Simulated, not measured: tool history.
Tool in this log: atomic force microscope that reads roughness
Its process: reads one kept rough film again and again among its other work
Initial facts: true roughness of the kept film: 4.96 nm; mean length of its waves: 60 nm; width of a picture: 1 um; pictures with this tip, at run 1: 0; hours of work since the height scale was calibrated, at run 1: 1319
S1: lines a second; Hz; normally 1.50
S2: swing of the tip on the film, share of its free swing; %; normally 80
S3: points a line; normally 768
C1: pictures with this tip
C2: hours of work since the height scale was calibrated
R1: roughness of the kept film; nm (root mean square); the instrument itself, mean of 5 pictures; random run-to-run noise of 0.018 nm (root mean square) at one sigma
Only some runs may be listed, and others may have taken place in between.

run 1 day=0.000 | S1=1.50 S2=80 S3=768 | C1=0 C2=1319 | R1=4.356
run 2 day=1.688 | S1=1.20 S2=80 S3=768 | C1=87 C2=1345 | R1=4.256
run 3 day=3.050 | S1=1.20 S2=80 S3=768 | C1=158 C2=1366 | R1=4.156
-- day=3.933 height scale calibrated on a step standard
run 4 day=4.196 | S1=1.20 S2=80 S3=768 | C1=215 C2=4 | R1=4.018
-- day=4.896 new tip fitted
run 5 day=5.921 | S1=1.20 S2=80 S3=768 | C1=53 C2=30 | R1=4.240
run 6 day=7.483 | S1=0.89 S2=80 S3=768 | C1=134 C2=55 | R1=4.131
run 7 day=8.867 | S1=1.50 S2=73 S3=768 | C1=205 C2=76 | R1=4.047
-- day=9.846 new tip fitted
run 8 day=9.888 | S1=1.50 S2=73 S3=768 | C1=2 C2=92 | R1=4.292
run 9 day=11.108 | S1=1.50 S2=73 S3=768 | C1=65 C2=111 | R1=4.211
run 10 day=12.079 | S1=1.50 S2=62 S3=768 | C1=115 C2=126 | R1=4.204
-- day=12.754 height scale calibrated on a step standard, once more
run 11 day=13.975 | S1=1.50 S2=62 S3=768 | C1=211 C2=19 | R1=4.226
-- day=14.833 new tip fitted
run 12 day=15.296 | S1=2.35 S2=62 S3=768 | C1=24 C2=39 | R1=4.490
run 13 day=16.262 | S1=2.35 S2=62 S3=768 | C1=74 C2=54 | R1=4.407
run 14 day=17.938 | S1=1.50 S2=80 S3=768 | C1=161 C2=80 | R1=4.157
run 15 day=18.971 | S1=1.50 S2=80 S3=768 | C1=214 C2=96 | R1=4.112
-- day=19.738 new tip fitted
run 16 day=21.038 | S1=1.20 S2=80 S3=768 | C1=67 C2=128 | R1=4.376
run 17 day=22.846 | S1=1.20 S2=80 S3=768 | C1=160 C2=156 | R1=4.227
run 18 day=24.338 | S1=1.37 S2=76 S3=392 | C1=238 C2=179 | R1=4.112
-- day=24.604 new tip fitted
run 19 day=25.317 | S1=3.98 S2=83 S3=932 | C1=37 C2=194 | R1=3.867
run 20 day=26.508 | S1=1.19 S2=80 S3=1005 | C1=99 C2=212 | R1=4.308
run 21 day=27.825 | S1=1.19 S2=80 S3=1005 | C1=167 C2=233 | R1=4.196
run 22 day=28.854 | S1=2.02 S2=58 S3=725 | C1=220 C2=249 | R1=4.232
-- day=29.588 new tip fitted
run 23 day=30.708 | S1=0.70 S2=58 S3=725 | C1=58 C2=277 | R1=4.567
run 24 day=32.488 | S1=0.57 S2=66 S3=331 | C1=150 C2=305 | R1=4.390
run 25 day=33.621 | S1=0.57 S2=66 S3=331 | C1=208 C2=323 | R1=4.298
-- day=34.567 new tip fitted
run 26 day=35.142 | S1=0.57 S2=66 S3=331 | C1=30 C2=346 | R1=4.547
run 27 day=36.150 | S1=2.52 S2=80 S3=562 | C1=82 C2=361 | R1=4.130
run 28 day=37.300 | S1=3.43 S2=76 S3=262 | C1=141 C2=379 | R1=3.972
run 29 day=38.679 | S1=0.86 S2=76 S3=936 | C1=213 C2=401 | R1=4.238
-- day=39.500 new tip fitted
run 30 day=40.079 | S1=1.25 S2=63 S3=639 | C1=30 C2=422 | R1=4.531
run 31 day=41.325 | S1=1.38 S2=80 S3=685 | C1=94 C2=441 | R1=4.272
run 32 day=42.896 | S1=1.38 S2=80 S3=685 | C1=176 C2=466 | R1=4.163
-- day=44.392 new tip fitted
run 33 day=44.558 | S1=1.06 S2=80 S3=961 | C1=8 C2=491 | R1=4.449

Here are 5 independent what-if runs from the current tool condition. What would each one return?
run A day=45.517 | S1=1.16 S2=82 S3=768 | C1=58 C2=506 | R1=?
run B day=45.517 | S1=1.50 S2=80 S3=400 | C1=58 C2=506 | R1=?
run C day=45.517 | S1=1.50 S2=80 S3=837 | C1=58 C2=506 | R1=?
run D day=45.517 | S1=1.06 S2=80 S3=939 | C1=58 C2=506 | R1=?
run E day=45.517 | S1=0.75 S2=71 S3=359 | C1=58 C2=506 | R1=?

run=A R1=4.360
run=B R1=4.316
run=C R1=4.291
run=D R1=4.388
run=E R1=4.509
Take away the tool's hidden state, keep each run's random variation, and the runs would have read:
run=A R1=4.490
run=B R1=4.445
run=C R1=4.420
run=D R1=4.519
run=E R1=4.644
